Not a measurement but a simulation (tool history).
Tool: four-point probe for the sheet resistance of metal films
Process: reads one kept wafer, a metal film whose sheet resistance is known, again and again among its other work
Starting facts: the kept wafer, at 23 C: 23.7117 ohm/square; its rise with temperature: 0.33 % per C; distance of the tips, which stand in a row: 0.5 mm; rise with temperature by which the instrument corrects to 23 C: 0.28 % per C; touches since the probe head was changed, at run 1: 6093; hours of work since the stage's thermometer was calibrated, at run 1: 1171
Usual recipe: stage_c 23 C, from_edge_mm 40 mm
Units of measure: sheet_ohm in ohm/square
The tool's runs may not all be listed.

| run | hour | stage_c | from_edge_mm | touches since the probe head was changed | hours of work since the stage's thermometer was calibrated | sheet_ohm |
|---|---|---|---|---|---|---|
| 1 | 0 | 23 | 40 | 6093 | 1171 | 23.723814 |
| 2 | 29.1 | 23 | 40 | 6671 | 1183 | 23.723846 |
| 3 | 73 | 23 | 40 | 7541 | 1202 | 23.739794 |
| 4 | 102.6 | 23 | 40 | 8128 | 1215 | 23.729459 |
| 5 | 128.2 | 23 | 40 | 8637 | 1226 | 23.745588 |
| 6 | 152.8 | 23 | 40 | 9125 | 1236 | 23.735217 |
| 7 | 175.6 | 23 | 40 | 9577 | 1246 | 23.733099 |
| 8 | 208.5 | 23 | 40 | 10230 | 1260 | 23.735251 |
| 9 | 243.1 | 23 | 8 | 10916 | 1275 | 23.790451 |
| 10 | 277.5 | 20 | 40 | 11597 | 1289 | 23.710872 |
| 11 | 326.7 | 25 | 40 | 12575 | 1310 | 23.756922 |
| 12 | 363.3 | 25 | 40 | 13301 | 1326 | 23.759182 |
| 13 | 384.3 | 25 | 40 | 13718 | 1335 | 23.769565 |
| 14 | 431.1 | 23 | 21 | 14646 | 1355 | 23.744016 |
| 15 | 454 | 31 | 40 | 15100 | 1365 | 23.831083 |
| 16 | 496.3 | 23 | 13 | 15938 | 1383 | 23.765047 |
| 17 | 525.7 | 19 | 40 | 16522 | 1395 | 23.701006 |
| 18 | 560.4 | 19 | 40 | 17210 | 1410 | 23.696177 |
| 19 | 584.7 | 19 | 40 | 17692 | 1420 | 23.69526 |
| 20 | 624.8 | 20 | 40 | 18489 | 1437 | 23.717699 |
| 21 | 649.4 | 23 | 40 | 18976 | 1448 | 23.75199 |
| 22 | 675.8 | 23 | 40 | 19500 | 1459 | 23.747694 |
| 23 | 721 | 26 | 7 | 20397 | 1478 | 23.845034 |
| 24 | 762.8 | 26 | 7 | 21225 | 1496 | 23.845836 |
| 25 | 790.4 | 26 | 7 | 21773 | 1508 | 23.842692 |
| 26 | 823.9 | 22 | 59 | 22438 | 1522 | 23.741663 |
| 27 | 861.3 | 22 | 59 | 23180 | 1538 | 23.73609 |
| 28 | 912.1 | 26 | 9 | 24188 | 1560 | 23.814187 |
| 29 | 959.9 | 29 | 16 | 25137 | 1580 | 23.829097 |
| 30 | 1007.6 | 23 | 51 | 26083 | 1601 | 23.756087 |
| 31 | 1029.5 | 19 | 51 | 26517 | 1610 | 23.708594 |
| 32 | 1077 | 33 | 7 | 27460 | 1630 | 23.918769 |
| 33 | 1112.7 | 33 | 7 | 28168 | 1646 | 23.93454 |
| 34 | 1163.1 | 33 | 7 | 29167 | 1667 | 23.923869 |
| 35 | 1190.4 | 21 | 32 | 29709 | 1679 | 23.74333 |
| 36 | 1241.4 | 21 | 32 | 30722 | 1701 | 23.744442 |
| 37 | 1293.2 | 21 | 32 | 31748 | 1723 | 23.742857 |
| 38 | 1323 | 23 | 31 | 32339 | 1735 | 23.76922 |
| 39 | 1346.1 | 21 | 10 | 32799 | 1745 | 23.764487 |
| 40 | 1389.9 | 21 | 9 | 33667 | 1764 | 23.781386 |
| 41 | 1410.8 | 19 | 51 | 34083 | 1773 | 23.717422 |
| 42 | 1459.2 | 23 | 10 | 35042 | 1793 | 23.792813 |
| 43 | 1481.6 | 19 | 5 | 35486 | 1803 | 23.847576 |
| 44 | 1514.1 | 24 | 40 | 36131 | 1817 | 23.780188 |

What if the next run were any one of these 3? Each begins from the tool's condition after run 44:
| A | 1535.9 | 34 | 8 | 36564 | 1826 | ? |
| B | 1535.9 | 30 | 44 | 36564 | 1826 | ? |
| C | 1535.9 | 23 | 28 | 36564 | 1826 | ? |

| run | sheet_ohm |
|---|---|
| A | 23.927965 |
| B | 23.84294 |
| C | 23.765925 |
What these runs would have given with no unlogged condition in the tool:
| run | sheet_ohm |
|---|---|
| A | 23.873411 |
| B | 23.789119 |
| C | 23.713279 |

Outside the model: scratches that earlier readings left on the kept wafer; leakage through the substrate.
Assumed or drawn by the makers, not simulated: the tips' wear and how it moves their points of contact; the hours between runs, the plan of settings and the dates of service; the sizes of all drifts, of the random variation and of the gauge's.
